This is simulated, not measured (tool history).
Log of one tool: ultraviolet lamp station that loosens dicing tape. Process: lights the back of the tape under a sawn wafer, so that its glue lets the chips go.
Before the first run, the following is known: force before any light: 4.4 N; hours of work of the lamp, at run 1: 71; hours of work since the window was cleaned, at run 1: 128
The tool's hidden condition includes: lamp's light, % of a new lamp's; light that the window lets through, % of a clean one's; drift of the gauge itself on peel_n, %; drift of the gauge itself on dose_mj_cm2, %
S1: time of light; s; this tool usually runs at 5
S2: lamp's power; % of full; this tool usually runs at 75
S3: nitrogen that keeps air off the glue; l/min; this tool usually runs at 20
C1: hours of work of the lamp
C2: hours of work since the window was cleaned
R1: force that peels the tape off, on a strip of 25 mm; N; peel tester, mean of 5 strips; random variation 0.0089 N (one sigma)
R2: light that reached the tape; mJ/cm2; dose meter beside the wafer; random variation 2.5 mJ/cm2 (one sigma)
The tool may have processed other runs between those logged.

{"run": 1, "hour": 0.0, "S1": 5, "S2": 75, "S3": 20, "C1": 71, "C2": 128, "R1": 0.415, "R2": 266}
{"run": 2, "hour": 7.4, "S1": 5, "S2": 75, "S3": 20, "C1": 75, "C2": 132, "R1": 0.412, "R2": 267}
{"run": 3, "hour": 15.0, "S1": 5, "S2": 75, "S3": 20, "C1": 78, "C2": 136, "R1": 0.42, "R2": 266}
{"run": 4, "hour": 26.8, "S1": 5, "S2": 75, "S3": 20, "C1": 84, "C2": 141, "R1": 0.423, "R2": 269}
{"run": 5, "hour": 36.4, "S1": 5, "S2": 75, "S3": 20, "C1": 89, "C2": 146, "R1": 0.421, "R2": 262}
{"run": 6, "hour": 42.3, "S1": 5, "S2": 75, "S3": 20, "C1": 91, "C2": 149, "R1": 0.426, "R2": 265}
{"run": 7, "hour": 49.5, "S1": 5, "S2": 73, "S3": 20, "C1": 95, "C2": 152, "R1": 0.435, "R2": 257}
{"run": 8, "hour": 60.6, "S1": 5, "S2": 73, "S3": 20, "C1": 100, "C2": 158, "R1": 0.444, "R2": 254}
{"run": 9, "hour": 73.3, "S1": 5, "S2": 73, "S3": 20, "C1": 106, "C2": 164, "R1": 0.444, "R2": 252}
{"run": 10, "hour": 83.8, "S1": 8, "S2": 61, "S3": 33, "C1": 111, "C2": 169, "R1": 0.252, "R2": 339}
{"run": 11, "hour": 89.5, "S1": 3, "S2": 81, "S3": 20, "C1": 114, "C2": 171, "R1": 0.86, "R2": 168}
{"run": 12, "hour": 99.9, "S1": 3, "S2": 81, "S3": 20, "C1": 119, "C2": 176, "R1": 0.832, "R2": 168}
{"run": 13, "hour": 108.4, "S1": 5, "S2": 81, "S3": 15, "C1": 123, "C2": 180, "R1": 0.414, "R2": 283}
{"run": 14, "hour": 118.8, "S1": 5, "S2": 79, "S3": 20, "C1": 128, "C2": 185, "R1": 0.39, "R2": 270}

Branching from run 14: 4 alternative next runs. What would each branch give?
{"run": "A", "hour": 126.4, "S1": 5, "S2": 83, "S3": 20, "C1": 132, "C2": 189, "R1": "?", "R2": "?"}
{"run": "B", "hour": 126.4, "S1": 2, "S2": 100, "S3": 20, "C1": 132, "C2": 189, "R1": "?", "R2": "?"}
{"run": "C", "hour": 126.4, "S1": 6, "S2": 68, "S3": 8, "C1": 132, "C2": 189, "R1": "?", "R2": "?"}
{"run": "D", "hour": 126.4, "S1": 5, "S2": 99, "S3": 20, "C1": 132, "C2": 189, "R1": "?", "R2": "?"}

run=A R1=0.378 R2=285
run=B R1=1.084 R2=134
run=C R1=0.594 R2=276
run=D R1=0.289 R2=333
With no hidden state in the tool, these same runs would have given:
run=A R1=0.325 R2=318
run=B R1=0.939 R2=150
run=C R1=0.499 R2=308
run=D R1=0.255 R2=373
